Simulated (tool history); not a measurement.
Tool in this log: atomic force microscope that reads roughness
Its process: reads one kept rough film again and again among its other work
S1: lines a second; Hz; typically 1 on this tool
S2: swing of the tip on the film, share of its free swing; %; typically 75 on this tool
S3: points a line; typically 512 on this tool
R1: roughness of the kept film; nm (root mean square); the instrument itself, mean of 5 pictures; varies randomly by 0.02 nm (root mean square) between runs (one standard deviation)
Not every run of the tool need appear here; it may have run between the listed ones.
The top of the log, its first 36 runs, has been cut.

| run | day | S1 | S2 | S3 | R1 |
|---|---|---|---|---|---|
| 37 | 10.992 | 3.15 | 64 | 512 | 4.243 |
| 38 | 11.25 | 2.25 | 59 | 512 | 4.282 |
| 39 | 11.608 | 0.51 | 68 | 416 | 4.195 |
|  | 11.842 | new tip fitted |
| 40 | 12.025 | 0.51 | 68 | 416 | 4.991 |
| 41 | 12.429 | 1 | 78 | 332 | 4.789 |
| 42 | 12.696 | 1 | 78 | 423 | 4.769 |
| 43 | 13.021 | 1 | 78 | 423 | 4.696 |
| 44 | 13.417 | 1 | 78 | 423 | 4.581 |
| 45 | 13.725 | 1 | 73 | 585 | 4.556 |
| 46 | 14.033 | 2.88 | 73 | 259 | 4.329 |
| 47 | 14.229 | 2.88 | 73 | 259 | 4.282 |
| 48 | 14.554 | 1.33 | 75 | 512 | 4.342 |
| 49 | 14.896 | 1.19 | 82 | 962 | 4.265 |
| 50 | 15.35 | 1.19 | 82 | 962 | 4.224 |

Consider 3 possible next runs. They are alternatives, not a sequence: every one starts from the tool as it was left by run 50. What does each give?
| A | 15.654 | 1 | 71 | 461 | ? |
| B | 15.654 | 1 | 56 | 512 | ? |
| C | 15.654 | 0.79 | 82 | 265 | ? |

| run | R1 |
|---|---|
| A | 4.199 |
| B | 4.26 |
| C | 4.179 |
Stripped of hidden state, with their random variation kept, the same runs would have yielded:
| run | R1 |
|---|---|
| A | 4.951 |
| B | 5.022 |
| C | 4.925 |
